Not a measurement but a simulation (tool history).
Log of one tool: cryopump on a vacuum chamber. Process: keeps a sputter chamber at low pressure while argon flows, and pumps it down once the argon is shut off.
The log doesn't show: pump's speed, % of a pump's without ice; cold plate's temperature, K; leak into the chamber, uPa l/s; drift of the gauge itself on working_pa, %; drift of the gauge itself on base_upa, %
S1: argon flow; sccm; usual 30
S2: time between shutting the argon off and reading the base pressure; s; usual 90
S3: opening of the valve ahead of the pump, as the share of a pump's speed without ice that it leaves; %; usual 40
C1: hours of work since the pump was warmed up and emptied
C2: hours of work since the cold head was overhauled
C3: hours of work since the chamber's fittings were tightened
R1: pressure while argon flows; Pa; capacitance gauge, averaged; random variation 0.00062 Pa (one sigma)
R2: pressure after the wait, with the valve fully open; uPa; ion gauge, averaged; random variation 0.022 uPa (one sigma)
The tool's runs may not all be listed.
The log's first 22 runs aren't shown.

run   hour  S1   S2  S3   C1    C2    C3      R1    R2
 23  540.1  49   32  22  185   985  1022  0.2818  1.87
 24  568.2  23  131  58  209  1008  1045  0.0515  1.26
 25  591.0  23  131  58  228  1027  1064  0.0516  1.30
 26  605.8  26   33  56  240  1040  1077  0.0612  1.97
 27  631.1  30   84  19  261  1061  1098  0.2034  1.43
 28  653.5  51   76  15  280  1080  1117  0.4305  1.49
 29  675.3  21   69  25  298  1098  1135  0.1088  1.60
 30  690.0  55   31  55  311  1110  1147  0.1324  2.12
 31  716.6  18   29  55  333  1132  1169  0.0436  2.17
 32  745.9  18   29  55  357  1157  1194  0.0457  2.21
 33  764.4  39   48  40  373  1172  1209  0.1298  1.87

Forecast each of these 4 alternatives for the next run:
  A  788.2  30   53  25  393  1192  1229   ?   ?
  B  788.2  28  129  40  393  1192  1229   ?   ?
  C  788.2  44  238  18  393  1192  1229   ?   ?
  D  788.2  49  235  35  393  1192  1229   ?   ?

run      R1    R2
  A  0.1544  1.81
  B  0.0932  1.51
  C  0.3131  1.46
  D  0.1843  1.34
Without the tool's hidden state the same runs would have given:
run      R1    R2
  A  0.1485  0.75
  B  0.0877  0.44
  C  0.3044  0.39
  D  0.1747  0.31
